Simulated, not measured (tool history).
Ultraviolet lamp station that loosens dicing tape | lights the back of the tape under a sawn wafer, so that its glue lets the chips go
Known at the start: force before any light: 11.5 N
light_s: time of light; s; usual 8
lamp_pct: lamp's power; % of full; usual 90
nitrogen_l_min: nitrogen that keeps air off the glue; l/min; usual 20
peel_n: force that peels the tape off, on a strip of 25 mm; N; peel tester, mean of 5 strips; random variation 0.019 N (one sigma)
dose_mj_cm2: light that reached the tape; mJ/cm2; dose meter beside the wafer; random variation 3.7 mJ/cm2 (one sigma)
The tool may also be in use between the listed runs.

{"run": 1, "hour": 0.0, "light_s": 8, "lamp_pct": 90, "nitrogen_l_min": 20, "peel_n": 0.91, "dose_mj_cm2": 609}
{"run": 2, "hour": 27.3, "light_s": 8, "lamp_pct": 80, "nitrogen_l_min": 20, "peel_n": 1.251, "dose_mj_cm2": 548}
{"run": 3, "hour": 50.9, "light_s": 8, "lamp_pct": 80, "nitrogen_l_min": 20, "peel_n": 1.217, "dose_mj_cm2": 549}
{"run": 4, "hour": 75.7, "light_s": 8, "lamp_pct": 80, "nitrogen_l_min": 20, "peel_n": 1.227, "dose_mj_cm2": 543}
{"run": 5, "hour": 103.2, "light_s": 8, "lamp_pct": 90, "nitrogen_l_min": 30, "peel_n": 0.677, "dose_mj_cm2": 612}
{"run": 6, "hour": 118.9, "light_s": 8, "lamp_pct": 90, "nitrogen_l_min": 30, "peel_n": 0.694, "dose_mj_cm2": 613}
{"run": 7, "hour": 137.1, "light_s": 8, "lamp_pct": 90, "nitrogen_l_min": 30, "peel_n": 0.667, "dose_mj_cm2": 607}
{"run": 8, "hour": 155.6, "light_s": 9, "lamp_pct": 90, "nitrogen_l_min": 20, "peel_n": 0.667, "dose_mj_cm2": 692}
{"hour": 183.8, "done": "window cleaned of glue's vapour"}
{"run": 9, "hour": 187.9, "light_s": 11, "lamp_pct": 64, "nitrogen_l_min": 6, "peel_n": 2.321, "dose_mj_cm2": 600}
{"run": 10, "hour": 206.9, "light_s": 11, "lamp_pct": 64, "nitrogen_l_min": 6, "peel_n": 2.346, "dose_mj_cm2": 591}
{"run": 11, "hour": 234.2, "light_s": 11, "lamp_pct": 76, "nitrogen_l_min": 6, "peel_n": 1.774, "dose_mj_cm2": 709}

Forecast run 12:
{"run": 12, "hour": 250.7, "light_s": 4, "lamp_pct": 87, "nitrogen_l_min": 17, "peel_n": "?", "dose_mj_cm2": "?"}

{"run 12": {"peel_n": 3.473, "dose_mj_cm2": 293}}
Without the tool's hidden state the same run would have given peel_n 3.468 N, dose_mj_cm2 296 mJ/cm2.
